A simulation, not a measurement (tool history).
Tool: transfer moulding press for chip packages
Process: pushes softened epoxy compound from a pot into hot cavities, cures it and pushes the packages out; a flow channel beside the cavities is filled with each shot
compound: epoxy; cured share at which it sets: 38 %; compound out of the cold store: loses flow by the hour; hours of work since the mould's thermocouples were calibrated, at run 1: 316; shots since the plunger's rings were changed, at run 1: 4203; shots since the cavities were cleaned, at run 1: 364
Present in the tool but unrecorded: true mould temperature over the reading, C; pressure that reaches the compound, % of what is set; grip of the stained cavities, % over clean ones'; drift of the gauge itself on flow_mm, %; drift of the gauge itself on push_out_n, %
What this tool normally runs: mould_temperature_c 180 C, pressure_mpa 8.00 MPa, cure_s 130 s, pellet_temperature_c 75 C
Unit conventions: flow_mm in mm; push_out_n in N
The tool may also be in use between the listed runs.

| run | hour | mould_temperature_c | pressure_mpa | cure_s | pellet_temperature_c | hours of work since the mould's thermocouples were calibrated | shots since the plunger's rings were changed | shots since the cavities were cleaned | incoming compound's hours out of the cold store | flow_mm | push_out_n |
|---|---|---|---|---|---|---|---|---|---|---|---|
| 1 | 0.0 | 180 | 8.00 | 130 | 75 | 316 | 4203 | 364 | 23.7 | 737 | 463 |
|  | 17.2 | cavities cleaned with cleaning compound and waxed |
| 2 | 44.0 | 180 | 9.06 | 130 | 75 | 350 | 4667 | 293 | 17.7 | 805 | 460 |
|  | 66.2 | cavities cleaned with cleaning compound and waxed |
| 3 | 103.8 | 180 | 9.06 | 130 | 75 | 397 | 5303 | 411 | 42.4 | 726 | 466 |
|  | 113.9 | cavities cleaned with cleaning compound and waxed |
|  | 163.0 | cavities cleaned with cleaning compound and waxed |
|  | 192.7 | plunger's sealing rings changed |
| 4 | 207.3 | 180 | 9.06 | 130 | 75 | 475 | 159 | 457 | 16.5 | 849 | 493 |
|  | 214.6 | cavities cleaned with cleaning compound and waxed |
| 5 | 251.3 | 180 | 8.00 | 130 | 70 | 509 | 622 | 400 | 36.3 | 747 | 470 |
|  | 264.2 | cavities cleaned with cleaning compound and waxed |
| 6 | 296.8 | 180 | 8.00 | 130 | 70 | 544 | 1104 | 357 | 40.1 | 721 | 442 |
|  | 315.3 | cavities cleaned with cleaning compound and waxed |
| 7 | 347.7 | 180 | 8.00 | 124 | 70 | 584 | 1643 | 353 | 30.9 | 741 | 508 |
|  | 363.5 | cavities cleaned with cleaning compound and waxed |
|  | 411.3 | cavities cleaned with cleaning compound and waxed |
| 8 | 439.2 | 180 | 8.00 | 124 | 70 | 655 | 2609 | 304 | 9.8 | 786 | 496 |
|  | 462.3 | mould's thermocouples calibrated |
|  | 463.8 | cavities cleaned with cleaning compound and waxed |
| 9 | 507.6 | 180 | 8.00 | 124 | 70 | 35 | 3319 | 479 | 28.5 | 743 | 494 |
|  | 517.4 | cavities cleaned with cleaning compound and waxed |
|  | 564.7 | cavities cleaned with cleaning compound and waxed |
| 10 | 597.8 | 180 | 8.00 | 130 | 75 | 105 | 4271 | 362 | 26.4 | 734 | 466 |
|  | 610.2 | cavities cleaned with cleaning compound and waxed |
|  | 659.7 | cavities cleaned with cleaning compound and waxed |
| 11 | 689.9 | 180 | 8.25 | 130 | 75 | 176 | 5244 | 330 | 40.5 | 706 | 439 |
|  | 710.9 | cavities cleaned with cleaning compound and waxed |
|  | 759.0 | cavities cleaned with cleaning compound and waxed |
| 12 | 771.9 | 181 | 8.25 | 130 | 75 | 239 | 6107 | 141 | 20.5 | 736 | 380 |
|  | 778.5 | plunger's sealing rings changed |
|  | 809.2 | cavities cleaned with cleaning compound and waxed |
| 13 | 834.0 | 181 | 8.25 | 130 | 75 | 286 | 589 | 271 | 27.4 | 768 | 448 |
|  | 859.4 | cavities cleaned with cleaning compound and waxed |
| 14 | 877.9 | 177 | 6.84 | 142 | 76 | 319 | 1052 | 202 | 22.8 | 712 | 415 |
|  | 912.0 | cavities cleaned with cleaning compound and waxed |
| 15 | 927.3 | 180 | 8.00 | 150 | 75 | 358 | 1575 | 166 | 43.6 | 706 | 369 |
|  | 960.9 | cavities cleaned with cleaning compound and waxed |
| 16 | 1001.4 | 180 | 8.00 | 150 | 75 | 416 | 2369 | 443 | 33.0 | 740 | 441 |
|  | 1011.3 | cavities cleaned with cleaning compound and waxed |
|  | 1059.1 | cavities cleaned with cleaning compound and waxed |
| 17 | 1077.5 | 180 | 8.00 | 150 | 75 | 474 | 3167 | 202 | 21.5 | 754 | 386 |
|  | 1105.4 | cavities cleaned with cleaning compound and waxed |
|  | 1151.1 | cavities cleaned with cleaning compound and waxed |
| 18 | 1179.5 | 180 | 9.12 | 138 | 75 | 553 | 4248 | 310 | 8.4 | 826 | 438 |
|  | 1199.3 | cavities cleaned with cleaning compound and waxed |
|  | 1247.5 | cavities cleaned with cleaning compound and waxed |
| 19 | 1276.4 | 179 | 9.12 | 138 | 72 | 628 | 5274 | 317 | 44.1 | 730 | 433 |
|  | 1295.1 | cavities cleaned with cleaning compound and waxed |
|  | 1335.8 | mould's thermocouples calibrated |
|  | 1345.7 | cavities cleaned with cleaning compound and waxed |
|  | 1366.4 | plunger's sealing rings changed |
| 20 | 1368.0 | 179 | 9.12 | 138 | 72 | 23 | 18 | 217 | 17.6 | 849 | 420 |
|  | 1402.1 | cavities cleaned with cleaning compound and waxed |
|  | 1447.8 | cavities cleaned with cleaning compound and waxed |
| 21 | 1468.8 | 178 | 9.11 | 138 | 85 | 101 | 1086 | 230 | 43.3 | 759 | 418 |
|  | 1494.7 | cavities cleaned with cleaning compound and waxed |
| 22 | 1534.7 | 178 | 9.11 | 138 | 85 | 152 | 1790 | 438 | 47.1 | 750 | 464 |
|  | 1544.0 | cavities cleaned with cleaning compound and waxed |
|  | 1589.8 | cavities cleaned with cleaning compound and waxed |
| 23 | 1589.8 | 176 | 9.00 | 130 | 75 | 194 | 2358 | 0 | 28.8 | 778 | 389 |
|  | 1641.1 | cavities cleaned with cleaning compound and waxed |
| 24 | 1642.8 | 180 | 8.00 | 130 | 77 | 235 | 2921 | 19 | 14.7 | 777 | 350 |
|  | 1691.7 | cavities cleaned with cleaning compound and waxed |
| 25 | 1733.4 | 180 | 8.00 | 130 | 77 | 306 | 3894 | 455 | 43.2 | 701 | 469 |

What if the next run were any one of these 3? Each begins from the tool's condition after run 25:
|  | 1738.9 | cavities cleaned with cleaning compound and waxed |
|  | 1786.2 | cavities cleaned with cleaning compound and waxed |
| A | 1816.0 | 180 | 7.54 | 118 | 77 | 370 | 4763 | 325 | 20.1 | ? | ? |
|  | 1738.9 | cavities cleaned with cleaning compound and waxed |
|  | 1786.2 | cavities cleaned with cleaning compound and waxed |
| B | 1816.0 | 180 | 9.19 | 130 | 77 | 370 | 4763 | 325 | 38.9 | ? | ? |
|  | 1738.9 | cavities cleaned with cleaning compound and waxed |
|  | 1786.2 | cavities cleaned with cleaning compound and waxed |
| C | 1816.0 | 180 | 8.00 | 149 | 75 | 370 | 4763 | 325 | 32.8 | ? | ? |

| run | flow_mm | push_out_n |
|---|---|---|
| A | 717 | 509 |
| B | 746 | 449 |
| C | 707 | 418 |
Had the tool no hidden state, the same runs would have come out as:
| run | flow_mm | push_out_n |
|---|---|---|
| A | 758 | 368 |
| B | 789 | 328 |
| C | 748 | 308 |
